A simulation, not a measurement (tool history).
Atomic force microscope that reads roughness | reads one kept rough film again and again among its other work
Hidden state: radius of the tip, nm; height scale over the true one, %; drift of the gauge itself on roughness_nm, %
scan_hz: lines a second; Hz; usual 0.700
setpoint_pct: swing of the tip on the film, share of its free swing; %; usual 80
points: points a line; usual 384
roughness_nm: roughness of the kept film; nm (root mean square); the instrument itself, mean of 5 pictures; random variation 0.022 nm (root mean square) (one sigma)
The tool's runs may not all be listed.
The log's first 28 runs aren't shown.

run     day  scan_hz  setpoint_pct  points  pictures with this tip  hours of work since the height scale was calibrated  roughness_nm
 29  35.429    1.035            70     927                      94                                                  791         4.975
     35.583  -- new tip fitted
 30  36.404    1.035            70     927                      23                                                  802         5.274
 31  37.358    1.035            62     927                      49                                                  812         5.281
 32  38.679    1.035            62     927                      85                                                  826         5.075
     39.104  -- new tip fitted
 33  39.871    1.035            62     927                      21                                                  839         5.405
 34  41.333    1.035            62     927                      61                                                  854         5.205
 35  42.142    0.650            62     444                      84                                                  863         5.189
     42.646  -- new tip fitted
 36  43.608    0.941            80     304                      27                                                  878         5.145
 37  44.296    0.700            62     384                      46                                                  886         5.368
 38  45.421    0.700            62     384                      77                                                  898         5.157
     46.188  -- new tip fitted
 39  46.621    1.685            86     384                      12                                                  910         4.800
 40  47.575    1.685            86     384                      39                                                  921         4.657
 41  48.421    0.700            81     592                      62                                                  930         5.104
 42  49.529    0.959            81     592                      93                                                  942         4.875
     49.679  -- new tip fitted
 43  51.196    0.959            81     592                      42                                                  959         5.082
 44  52.104    0.959            81     592                      67                                                  969         4.949
 45  53.025    0.700            80     384                      93                                                  979         4.922
     53.158  -- new tip fitted
 46  54.138    0.733            69     384                      27                                                  991         5.382
 47  54.933    0.733            69     384                      49                                                  999         5.264
 48  55.717    0.733            69     384                      71                                                 1008         5.145
     56.667  -- new tip fitted
 49  56.804    2.733            80     457                       4                                                 1019         4.653
 50  57.854    1.691            81     916                      33                                                 1030         4.867
 51  58.804    0.700            67     702                      59                                                 1040         5.282

Forecast each of these 4 alternatives for the next run:
  A  59.908    1.701            80     627                      90                                                 1052             ?
  B  59.908    0.700            67     947                      90                                                 1052             ?
  C  59.908    1.347            55     275                      90                                                 1052             ?
  D  59.908    3.239            67     335                      90                                                 1052             ?

run  roughness_nm
  A         4.637
  B         5.103
  C         5.123
  D         4.663
Without the tool's hidden state the same runs would have given:
run  roughness_nm
  A         4.983
  B         5.483
  C         5.504
  D         5.011

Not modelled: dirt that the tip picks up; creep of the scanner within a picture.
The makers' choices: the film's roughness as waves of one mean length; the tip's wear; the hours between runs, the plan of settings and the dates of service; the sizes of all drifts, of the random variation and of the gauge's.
